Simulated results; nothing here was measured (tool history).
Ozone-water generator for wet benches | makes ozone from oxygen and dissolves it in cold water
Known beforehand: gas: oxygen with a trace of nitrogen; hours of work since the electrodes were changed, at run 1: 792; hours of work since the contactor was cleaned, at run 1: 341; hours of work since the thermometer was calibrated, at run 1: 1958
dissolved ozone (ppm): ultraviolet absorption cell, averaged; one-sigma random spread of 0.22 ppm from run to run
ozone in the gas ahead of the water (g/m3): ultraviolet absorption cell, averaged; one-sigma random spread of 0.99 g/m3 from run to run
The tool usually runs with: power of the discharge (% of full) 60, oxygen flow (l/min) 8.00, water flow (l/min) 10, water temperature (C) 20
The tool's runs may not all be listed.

run	hour	power of the discharge (% of full)	oxygen flow (l/min)	water flow (l/min)	water temperature (C)	hours of work since the electrodes were changed	hours of work since the contactor was cleaned	hours of work since the thermometer was calibrated	dissolved ozone (ppm)	ozone in the gas ahead of the water (g/m3)
1	0.0	60	8.00	10	20	792	341	1958	31.0	167.2
2	52.7	60	8.00	10	20	833	382	1999	31.0	167.2
3	80.5	60	8.00	7	20	854	403	2021	35.6	167.2
4	135.9	60	8.00	10	20	897	446	2064	30.6	166.6
5	190.2	60	8.00	10	20	939	488	2106	31.0	166.7
6	248.7	60	8.00	10	15	985	534	2152	34.7	166.2
7	278.5	60	8.00	10	15	1008	557	2175	34.5	167.1
8	317.5	60	8.00	8	15	1038	587	2205	38.2	167.3
9	369.3	60	8.00	16	15	1078	627	2245	26.3	166.3
10	404.3	60	8.00	16	15	1106	654	2272	26.6	166.1
11	440.5	60	8.00	16	15	1134	683	2300	26.3	163.8
12	496.2	60	8.00	16	15	1177	726	2344	26.1	164.3
13	548.1	60	8.00	16	15	1217	766	2384	26.3	164.5
14	584.3	60	8.00	13	20	1245	794	2412	26.6	164.1
15	612.9	60	8.00	13	20	1268	816	2434	27.2	164.4
16	648.9	60	8.00	15	20	1296	844	2462	24.7	164.2
17	675.1	60	8.00	15	20	1316	865	2483	24.6	165.5
18	709.1	75	8.00	15	20	1342	891	2509	29.2	195.8
19	734.5	75	8.00	15	20	1362	911	2529	29.1	195.6
20	771.1	75	4.69	8	20	1390	939	2557	46.9	270.7
21	796.5	72	4.69	10	20	1410	959	2577	41.0	259.6
22	852.2	99	10.79	10	20	1453	1002	2620	40.2	204.0
23	904.3	60	11.96	12	20	1494	1043	2660	24.4	129.8
24	946.2	77	9.63	14	17	1526	1075	2693	31.3	178.1
25	978.6	66	7.30	14	17	1551	1100	2718	29.6	184.4

Below are 5 alternative next runs, each starting from the tool's condition after run 25. Predict each:
A	1005.2	66	12.03	14	13	1572	1121	2739	?	?
B	1005.2	66	9.14	14	21	1572	1121	2739	?	?
C	1005.2	60	5.01	10	20	1572	1121	2739	?	?
D	1005.2	42	7.30	14	17	1572	1121	2739	?	?
E	1005.2	60	4.74	9	20	1572	1121	2739	?	?

run	dissolved ozone (ppm)	ozone in the gas ahead of the water (g/m3)
A	28.3	137.0
B	25.8	163.3
C	34.6	216.3
D	20.7	131.3
E	37.6	225.5
With the hidden condition removed and each run's random variation left untouched, the same runs would have given:
run	dissolved ozone (ppm)	ozone in the gas ahead of the water (g/m3)
A	30.3	144.2
B	27.6	171.9
C	36.7	226.8
D	21.7	135.5
E	40.0	236.4
